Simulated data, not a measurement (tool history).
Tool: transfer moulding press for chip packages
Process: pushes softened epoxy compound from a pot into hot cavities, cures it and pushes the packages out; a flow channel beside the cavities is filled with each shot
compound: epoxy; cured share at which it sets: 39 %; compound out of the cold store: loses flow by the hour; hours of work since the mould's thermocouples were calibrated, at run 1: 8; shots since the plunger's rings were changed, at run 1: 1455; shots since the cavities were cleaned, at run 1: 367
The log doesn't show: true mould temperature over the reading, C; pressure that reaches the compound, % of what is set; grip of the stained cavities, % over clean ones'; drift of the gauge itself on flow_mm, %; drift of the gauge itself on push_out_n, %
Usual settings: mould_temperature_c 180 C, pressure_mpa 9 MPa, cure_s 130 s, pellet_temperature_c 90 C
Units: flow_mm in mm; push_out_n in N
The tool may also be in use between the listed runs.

run,hour,mould_temperature_c,pressure_mpa,cure_s,pellet_temperature_c,hours of work since the mould's thermocouples were calibrated,shots since the plunger's rings were changed,shots since the cavities were cleaned,incoming compound's hours out of the cold store,flow_mm,push_out_n
1,0,180,9,130,90,8,1455,367,11.5,790,214
# hour 15.5: cavities cleaned with cleaning compound and waxed
2,15.5,180,9,130,97,18,1613,0,33.4,718,194
3,25.5,184,9,130,97,25,1725,112,15,750,178
4,35,180,9,130,90,32,1832,219,37.5,694,210
5,44.2,180,9,130,90,39,1935,322,23.5,741,207
6,58.1,180,9,130,98,49,2092,479,45.2,675,197
# hour 64.6: cavities cleaned with cleaning compound and waxed
7,71.2,180,9,130,98,57,2223,74,9.6,794,202
8,78.2,180,9,126,90,62,2302,153,34.2,694,203
9,89.5,180,9,126,90,70,2428,279,11.6,790,232
10,105.2,180,9,126,90,82,2606,457,17.9,758,227
# hour 112.7: cavities cleaned with cleaning compound and waxed
11,115.6,180,9,117,90,88,2706,32,28.2,731,243
12,122.5,180,9,117,90,93,2784,110,19.4,755,256
13,135.6,180,9,117,90,102,2931,257,44.3,665,237
14,149.5,180,9.45,144,90,112,3088,414,40.9,703,177
# hour 160.7: cavities cleaned with cleaning compound and waxed
15,164,180,9.45,144,90,122,3234,37,36.1,723,183
16,170.6,174,9,130,86,126,3309,112,43.3,697,279
17,181,174,9,130,86,134,3426,229,25.2,771,303
18,193.3,174,9,130,86,143,3564,367,9,839,330
19,200,181,7.21,115,90,147,3640,443,40.4,608,226
# hour 209.5: cavities cleaned with cleaning compound and waxed
20,213.7,178,9,141,90,156,3777,47,39.3,703,197

Forecast run 21:
21,224.2,180,8.13,130,90,164,3895,165,21.2,?,?

Run 21 gave flow_mm 710 mm, push_out_n 210 N.
Without the tool's hidden state the same run would have given flow_mm 712 mm, push_out_n 209 N.

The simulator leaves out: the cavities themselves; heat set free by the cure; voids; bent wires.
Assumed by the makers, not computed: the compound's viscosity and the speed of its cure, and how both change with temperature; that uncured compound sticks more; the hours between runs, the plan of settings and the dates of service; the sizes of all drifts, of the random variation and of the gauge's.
